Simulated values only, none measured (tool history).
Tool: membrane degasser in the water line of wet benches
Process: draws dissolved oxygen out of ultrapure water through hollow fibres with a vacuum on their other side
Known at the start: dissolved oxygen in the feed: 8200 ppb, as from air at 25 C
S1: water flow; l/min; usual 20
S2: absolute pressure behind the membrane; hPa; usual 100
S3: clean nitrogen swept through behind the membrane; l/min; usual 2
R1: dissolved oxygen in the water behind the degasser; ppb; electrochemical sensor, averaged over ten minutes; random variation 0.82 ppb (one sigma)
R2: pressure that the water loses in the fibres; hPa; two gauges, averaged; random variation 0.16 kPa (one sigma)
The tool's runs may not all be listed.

run	day	S1	S2	S3	R1	R2
1	0	20	100	2	165	294.5
2	2.675	20	100	2	166.8	295.9
3	4.592	20	95	2	154.2	298.1
4	7.208	20	95	2	153.9	297.6
5	9.733	16	100	2	130.9	238
6	11.225	20	100	2	164.9	296.2
7	12.554	20	100	2	165.4	295.4
8	15.362	20	100	2	168.2	293.7
9	17.658	20	103	2	172	297.8
10	19.85	20	103	2	172.7	296.8
11	21.708	20	221	2	440.9	295.5
12	23.092	20	221	2	436.6	296.2
13	24.708	20	221	2	435.6	297.4
14	26.562	20	221	2	434.6	299.8
15	28.521	20	221	2	438.6	296.3
16	29.958	20	221	2	434.7	298.6
17	32.221	20	100	1.74	189.7	296.5
18	34.779	20	100	1.74	189	296.7
19	37.075	25	67	1.29	173.9	370.7
20	39.1	20	100	5.62	66.9	296.8
21	41.575	20	100	5.62	66.7	296.1
22	44.292	31	130	2.39	343.5	458
23	46.721	31	130	2.39	345	462.7
24	48.446	31	130	2.39	347.5	461.9
25	50.017	31	130	2.39	348.1	458.7
26	51.896	14	130	2.39	138.2	208.6
27	54.296	14	130	5.7	61.5	208.9
28	56.4	26	130	2.08	307.8	387.9
29	59.146	17	145	1.42	307	254.4
30	61.45	17	145	1.42	312	251
31	63.867	17	145	1.42	314.4	252.3

The same runs without the tool's hidden state, with the same run-to-run variation:
The hidden state here: membrane still open, %; true pressure behind the membrane over the reading, kPa; air that leaks in behind the membrane, l/min; drift of the gauge itself on oxygen_ppb, %; drift of the gauge itself on loss_of_pressure_kpa, %.
run	R1	R2
1	164.3	294.4
2	166.1	295.7
3	153.4	298
4	153.1	297.4
5	129.9	237.8
6	163.9	295.8
7	164.5	295
8	167.2	293.3
9	170.9	297.3
10	171.5	296.3
11	437.9	295
12	433.5	295.6
13	432.5	296.8
14	431.5	299.1
15	435.3	295.6
16	431.4	297.9
17	188.2	295.8
18	187.4	295.9
19	172.6	369.6
20	66.1	295.9
21	65.8	295.1
22	340.9	456.5
23	342.4	461.1
24	344.7	460.2
25	345.3	457
26	136.1	207.8
27	60.4	208
28	305	386.3
29	303.5	253.3
30	308.4	249.9
31	310.7	251.1

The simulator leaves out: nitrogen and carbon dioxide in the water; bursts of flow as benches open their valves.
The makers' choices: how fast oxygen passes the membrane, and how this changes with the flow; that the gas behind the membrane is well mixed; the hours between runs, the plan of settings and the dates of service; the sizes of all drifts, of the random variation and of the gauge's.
